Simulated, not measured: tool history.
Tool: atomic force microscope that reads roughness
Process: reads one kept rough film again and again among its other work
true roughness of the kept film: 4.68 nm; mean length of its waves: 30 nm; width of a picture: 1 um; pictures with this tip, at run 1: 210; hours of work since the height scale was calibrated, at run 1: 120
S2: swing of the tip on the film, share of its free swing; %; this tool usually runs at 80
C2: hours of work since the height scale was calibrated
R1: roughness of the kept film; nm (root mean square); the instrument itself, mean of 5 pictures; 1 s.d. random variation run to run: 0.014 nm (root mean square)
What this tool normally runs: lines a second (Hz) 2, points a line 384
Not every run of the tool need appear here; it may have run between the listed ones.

run 1 day=0 | lines_a_second_(Hz)=2 S2=80 points_a_line=384 | pictures_with_this_tip=210 C2=120 | R1=2.535
run 2 day=0.342 | lines_a_second_(Hz)=2 S2=80 points_a_line=384 | pictures_with_this_tip=226 C2=125 | R1=2.485
run 3 day=0.717 | lines_a_second_(Hz)=2 S2=80 points_a_line=384 | pictures_with_this_tip=243 C2=131 | R1=2.434
run 4 day=1.246 | lines_a_second_(Hz)=2 S2=80 points_a_line=384 | pictures_with_this_tip=267 C2=138 | R1=2.371
run 5 day=1.712 | lines_a_second_(Hz)=2 S2=80 points_a_line=384 | pictures_with_this_tip=289 C2=145 | R1=2.315
-- day=1.792 new tip fitted
run 6 day=2.362 | lines_a_second_(Hz)=2 S2=80 points_a_line=384 | pictures_with_this_tip=26 C2=155 | R1=3.199
run 7 day=2.967 | lines_a_second_(Hz)=2 S2=80 points_a_line=384 | pictures_with_this_tip=54 C2=164 | R1=3.058
run 8 day=3.579 | lines_a_second_(Hz)=2 S2=80 points_a_line=384 | pictures_with_this_tip=82 C2=173 | R1=2.922
run 9 day=4.162 | lines_a_second_(Hz)=2 S2=80 points_a_line=803 | pictures_with_this_tip=109 C2=181 | R1=2.856
run 10 day=4.554 | lines_a_second_(Hz)=2 S2=80 points_a_line=803 | pictures_with_this_tip=127 C2=187 | R1=2.783
run 11 day=5.008 | lines_a_second_(Hz)=2 S2=80 points_a_line=803 | pictures_with_this_tip=148 C2=194 | R1=2.672
run 12 day=5.554 | lines_a_second_(Hz)=2 S2=80 points_a_line=803 | pictures_with_this_tip=173 C2=202 | R1=2.567
run 13 day=6.058 | lines_a_second_(Hz)=2 S2=80 points_a_line=803 | pictures_with_this_tip=196 C2=209 | R1=2.522
run 14 day=6.379 | lines_a_second_(Hz)=2 S2=80 points_a_line=847 | pictures_with_this_tip=211 C2=214 | R1=2.47
run 15 day=6.838 | lines_a_second_(Hz)=2 S2=80 points_a_line=847 | pictures_with_this_tip=232 C2=221 | R1=2.405
run 16 day=7.454 | lines_a_second_(Hz)=2 S2=80 points_a_line=384 | pictures_with_this_tip=260 C2=230 | R1=2.345
run 17 day=7.962 | lines_a_second_(Hz)=3.68 S2=80 points_a_line=384 | pictures_with_this_tip=284 C2=238 | R1=1.965
-- day=8.204 new tip fitted
run 18 day=8.329 | lines_a_second_(Hz)=3.68 S2=80 points_a_line=384 | pictures_with_this_tip=6 C2=243 | R1=2.845
run 19 day=8.771 | lines_a_second_(Hz)=3.68 S2=80 points_a_line=779 | pictures_with_this_tip=26 C2=249 | R1=2.775
run 20 day=9.217 | lines_a_second_(Hz)=3.68 S2=80 points_a_line=779 | pictures_with_this_tip=47 C2=256 | R1=2.707
run 21 day=9.9 | lines_a_second_(Hz)=3.68 S2=80 points_a_line=779 | pictures_with_this_tip=78 C2=266 | R1=2.588
run 22 day=10.538 | lines_a_second_(Hz)=3.68 S2=80 points_a_line=779 | pictures_with_this_tip=108 C2=276 | R1=2.468
run 23 day=10.904 | lines_a_second_(Hz)=0.81 S2=80 points_a_line=498 | pictures_with_this_tip=125 C2=281 | R1=3.092
run 24 day=11.192 | lines_a_second_(Hz)=2.73 S2=80 points_a_line=498 | pictures_with_this_tip=138 C2=285 | R1=2.537
run 25 day=11.496 | lines_a_second_(Hz)=2 S2=88 points_a_line=622 | pictures_with_this_tip=152 C2=290 | R1=2.469
run 26 day=11.821 | lines_a_second_(Hz)=1.4 S2=88 points_a_line=543 | pictures_with_this_tip=167 C2=295 | R1=2.594
run 27 day=12.167 | lines_a_second_(Hz)=1.4 S2=88 points_a_line=543 | pictures_with_this_tip=183 C2=300 | R1=2.523
run 28 day=12.538 | lines_a_second_(Hz)=2 S2=80 points_a_line=435 | pictures_with_this_tip=200 C2=305 | R1=2.483
run 29 day=13.104 | lines_a_second_(Hz)=2 S2=80 points_a_line=435 | pictures_with_this_tip=226 C2=314 | R1=2.424
run 30 day=13.571 | lines_a_second_(Hz)=2 S2=80 points_a_line=435 | pictures_with_this_tip=247 C2=320 | R1=2.362
run 31 day=14.238 | lines_a_second_(Hz)=3.59 S2=82 points_a_line=384 | pictures_with_this_tip=278 C2=330 | R1=1.928
-- day=14.558 new tip fitted
run 32 day=14.612 | lines_a_second_(Hz)=2 S2=60 points_a_line=967 | pictures_with_this_tip=3 C2=336 | R1=3.812
run 33 day=15.292 | lines_a_second_(Hz)=3.5 S2=80 points_a_line=384 | pictures_with_this_tip=34 C2=346 | R1=2.779
run 34 day=15.679 | lines_a_second_(Hz)=3.5 S2=80 points_a_line=384 | pictures_with_this_tip=52 C2=351 | R1=2.739
run 35 day=16.112 | lines_a_second_(Hz)=3.5 S2=80 points_a_line=384 | pictures_with_this_tip=72 C2=358 | R1=2.647
run 36 day=16.55 | lines_a_second_(Hz)=2 S2=86 points_a_line=384 | pictures_with_this_tip=92 C2=364 | R1=2.722
run 37 day=17.05 | lines_a_second_(Hz)=1.57 S2=65 points_a_line=298 | pictures_with_this_tip=115 C2=372 | R1=3.13
run 38 day=17.683 | lines_a_second_(Hz)=1.57 S2=65 points_a_line=298 | pictures_with_this_tip=144 C2=381 | R1=3.021
run 39 day=18.312 | lines_a_second_(Hz)=0.66 S2=57 points_a_line=641 | pictures_with_this_tip=173 C2=390 | R1=3.116
run 40 day=18.825 | lines_a_second_(Hz)=0.64 S2=62 points_a_line=665 | pictures_with_this_tip=197 C2=398 | R1=2.991
run 41 day=19.175 | lines_a_second_(Hz)=2 S2=74 points_a_line=384 | pictures_with_this_tip=213 C2=403 | R1=2.577
run 42 day=19.592 | lines_a_second_(Hz)=2.01 S2=74 points_a_line=1003 | pictures_with_this_tip=232 C2=409 | R1=2.551
run 43 day=20.233 | lines_a_second_(Hz)=2.01 S2=74 points_a_line=1003 | pictures_with_this_tip=262 C2=419 | R1=2.461
run 44 day=20.629 | lines_a_second_(Hz)=2.93 S2=72 points_a_line=505 | pictures_with_this_tip=280 C2=425 | R1=2.302

Results for each run, recomputed without the tool's hidden state and with each run's random variation untouched:
Hidden state at play: radius of the tip, nm; height scale over the true one, %; drift of the gauge itself on roughness_nm, %.
run=1 R1=3.33
run=2 R1=3.335
run=3 R1=3.332
run=4 R1=3.346
run=5 R1=3.351
run=6 R1=3.353
run=7 R1=3.351
run=8 R1=3.338
run=9 R1=3.389
run=10 R1=3.383
run=11 R1=3.346
run=12 R1=3.33
run=13 R1=3.366
run=14 R1=3.352
run=15 R1=3.348
run=16 R1=3.38
run=17 R1=2.909
run=18 R1=2.907
run=19 R1=2.927
run=20 R1=2.949
run=21 R1=2.949
run=22 R1=2.938
run=23 R1=3.76
run=24 R1=3.137
run=25 R1=3.11
run=26 R1=3.338
run=27 R1=3.321
run=28 R1=3.34
run=29 R1=3.366
run=30 R1=3.36
run=31 R1=2.846
run=32 R1=3.839
run=33 R1=2.944
run=34 R1=2.966
run=35 R1=2.958
run=36 R1=3.141
run=37 R1=3.734
run=38 R1=3.752
run=39 R1=4.016
run=40 R1=3.978
run=41 R1=3.497
run=42 R1=3.538
run=43 R1=3.535
run=44 R1=3.381
